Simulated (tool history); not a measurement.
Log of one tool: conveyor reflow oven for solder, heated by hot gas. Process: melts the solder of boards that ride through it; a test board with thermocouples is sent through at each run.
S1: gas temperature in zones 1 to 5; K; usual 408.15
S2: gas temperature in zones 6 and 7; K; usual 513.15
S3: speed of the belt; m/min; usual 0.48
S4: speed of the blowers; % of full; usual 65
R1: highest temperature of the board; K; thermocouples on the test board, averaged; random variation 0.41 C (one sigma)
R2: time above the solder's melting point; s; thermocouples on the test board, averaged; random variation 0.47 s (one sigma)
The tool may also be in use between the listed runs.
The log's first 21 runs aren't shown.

run 22 hour=492.6 | S1=402.15 S2=501.15 S3=0.48 S4=65 | R1=478.35 R2=40.5
run 23 hour=512.9 | S1=402.15 S2=501.15 S3=0.534 S4=65 | R1=474.55 R2=30.7
run 24 hour=534 | S1=410.15 S2=513.15 S3=0.414 S4=65 | R1=495.05 R2=68
run 25 hour=561.1 | S1=408.15 S2=512.15 S3=0.457 S4=83 | R1=494.55 R2=60.6
run 26 hour=578.8 | S1=408.15 S2=510.15 S3=0.382 S4=65 | R1=495.15 R2=73.9
run 27 hour=606.7 | S1=403.15 S2=521.15 S3=0.513 S4=65 | R1=492.15 R2=49.8
run 28 hour=634.8 | S1=403.15 S2=521.15 S3=0.513 S4=65 | R1=491.85 R2=50.6
run 29 hour=658.2 | S1=407.15 S2=517.15 S3=0.48 S4=63 | R1=492.45 R2=54.1
run 30 hour=676.6 | S1=397.15 S2=501.15 S3=0.48 S4=65 | R1=478.45 R2=38.5
run 31 hour=701.1 | S1=397.15 S2=501.15 S3=0.48 S4=65 | R1=477.65 R2=38.2

3 ways to go on from here, each from the tool as it stands after run 31. What would each give?
run A hour=715.7 | S1=416.15 S2=519.15 S3=0.48 S4=75 | R1=? R2=?
run B hour=715.7 | S1=397.15 S2=501.15 S3=0.48 S4=86 | R1=? R2=?
run C hour=715.7 | S1=397.15 S2=519.15 S3=0.381 S4=76 | R1=? R2=?

run=A R1=498.85 R2=63.1
run=B R1=481.95 R2=43.8
run=C R1=504.25 R2=77.6
Without the tool's hidden state the same runs would have given:
run=A R1=498.85 R2=63
run=B R1=481.95 R2=43.8
run=C R1=504.25 R2=77.5

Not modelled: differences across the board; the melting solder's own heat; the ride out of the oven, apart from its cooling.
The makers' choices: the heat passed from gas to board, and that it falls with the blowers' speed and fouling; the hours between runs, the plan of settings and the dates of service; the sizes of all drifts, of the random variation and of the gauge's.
